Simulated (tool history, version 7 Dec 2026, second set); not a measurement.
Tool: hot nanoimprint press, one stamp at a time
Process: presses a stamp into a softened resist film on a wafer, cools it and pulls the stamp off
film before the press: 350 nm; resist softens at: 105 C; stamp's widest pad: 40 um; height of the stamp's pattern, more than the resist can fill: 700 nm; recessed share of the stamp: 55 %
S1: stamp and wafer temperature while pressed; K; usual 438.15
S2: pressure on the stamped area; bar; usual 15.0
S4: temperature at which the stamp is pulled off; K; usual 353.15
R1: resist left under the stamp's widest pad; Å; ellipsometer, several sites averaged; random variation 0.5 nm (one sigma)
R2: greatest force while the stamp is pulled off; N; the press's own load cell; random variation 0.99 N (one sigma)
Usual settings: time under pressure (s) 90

run 1 hour=0.0 | S1=438.15 S2=15.0 time_under_pressure_(s)=90 S4=353.15 | R1=1295 R2=114.9
run 2 hour=28.0 | S1=438.15 S2=15.0 time_under_pressure_(s)=90 S4=353.15 | R1=1298 R2=116.2
-- hour=39.9 stamp cleaned and given a new release coat
run 3 hour=79.1 | S1=438.15 S2=15.0 time_under_pressure_(s)=90 S4=353.15 | R1=1302 R2=115.1
run 4 hour=138.8 | S1=438.15 S2=15.0 time_under_pressure_(s)=90 S4=353.15 | R1=1297 R2=115.8
-- hour=152.5 stamp cleaned and given a new release coat
run 5 hour=196.2 | S1=428.15 S2=15.0 time_under_pressure_(s)=90 S4=353.15 | R1=1993 R2=115.5
run 6 hour=235.5 | S1=428.15 S2=15.0 time_under_pressure_(s)=90 S4=353.15 | R1=1977 R2=116.0
-- hour=265.4 stamp cleaned and given a new release coat
run 7 hour=278.1 | S1=438.15 S2=15.0 time_under_pressure_(s)=105 S4=353.15 | R1=1213 R2=116.2
run 8 hour=342.0 | S1=442.15 S2=15.0 time_under_pressure_(s)=90 S4=353.15 | R1=1088 R2=114.6
-- hour=375.9 stamp cleaned and given a new release coat
run 9 hour=406.8 | S1=442.15 S2=15.0 time_under_pressure_(s)=90 S4=353.15 | R1=1098 R2=117.0
run 10 hour=437.8 | S1=438.15 S2=15.0 time_under_pressure_(s)=90 S4=347.15 | R1=1296 R2=120.9
-- hour=468.8 plate thermocouple calibrated
-- hour=490.8 stamp cleaned and given a new release coat
run 11 hour=506.6 | S1=438.15 S2=15.0 time_under_pressure_(s)=90 S4=347.15 | R1=1305 R2=119.8
run 12 hour=543.9 | S1=429.15 S2=15.0 time_under_pressure_(s)=90 S4=353.15 | R1=1911 R2=115.8
-- hour=604.6 stamp cleaned and given a new release coat
run 13 hour=609.9 | S1=429.15 S2=15.0 time_under_pressure_(s)=90 S4=353.15 | R1=1906 R2=116.4
run 14 hour=642.7 | S1=429.15 S2=12.0 time_under_pressure_(s)=90 S4=356.15 | R1=2078 R2=111.9
-- hour=664.0 press's hydraulic seals changed and the load cell set to zero
run 15 hour=703.1 | S1=429.15 S2=12.0 time_under_pressure_(s)=90 S4=357.15 | R1=2101 R2=112.7
-- hour=725.8 stamp cleaned and given a new release coat
run 16 hour=762.6 | S1=429.15 S2=12.0 time_under_pressure_(s)=90 S4=357.15 | R1=2089 R2=113.1
run 17 hour=796.8 | S1=438.15 S2=9.7 time_under_pressure_(s)=90 S4=354.15 | R1=1617 R2=114.4
-- hour=838.8 stamp cleaned and given a new release coat
run 18 hour=854.7 | S1=438.15 S2=15.0 time_under_pressure_(s)=153 S4=345.15 | R1=1054 R2=121.3
run 19 hour=897.8 | S1=432.15 S2=13.6 time_under_pressure_(s)=61 S4=345.15 | R1=2003 R2=121.5
run 20 hour=926.0 | S1=434.15 S2=10.9 time_under_pressure_(s)=55 S4=345.15 | R1=2098 R2=121.2
-- hour=949.1 stamp cleaned and given a new release coat
run 21 hour=985.3 | S1=438.15 S2=15.0 time_under_pressure_(s)=45 S4=355.15 | R1=1682 R2=115.4
-- hour=1027.8 plate thermocouple calibrated
run 22 hour=1044.5 | S1=438.15 S2=15.0 time_under_pressure_(s)=45 S4=355.15 | R1=1675 R2=114.0
-- hour=1067.7 stamp cleaned and given a new release coat
run 23 hour=1099.9 | S1=428.15 S2=14.9 time_under_pressure_(s)=83 S4=348.15 | R1=2032 R2=119.2
run 24 hour=1161.9 | S1=428.15 S2=14.9 time_under_pressure_(s)=83 S4=348.15 | R1=2042 R2=120.0

Forecast each of these 3 alternatives for the next run:
-- hour=1177.8 stamp cleaned and given a new release coat
run A hour=1225.9 | S1=428.15 S2=14.9 time_under_pressure_(s)=83 S4=341.15 | R1=? R2=?
-- hour=1177.8 stamp cleaned and given a new release coat
run B hour=1225.9 | S1=438.15 S2=15.0 time_under_pressure_(s)=90 S4=341.15 | R1=? R2=?
-- hour=1177.8 stamp cleaned and given a new release coat
run C hour=1225.9 | S1=438.15 S2=11.6 time_under_pressure_(s)=90 S4=353.15 | R1=? R2=?

run=A R1=2028 R2=123.1
run=B R1=1296 R2=124.6
run=C R1=1476 R2=115.3
Without the tool's hidden state the same runs would have given:
run=A R1=2027 R2=122.9
run=B R1=1295 R2=124.4
run=C R1=1475 R2=115.0
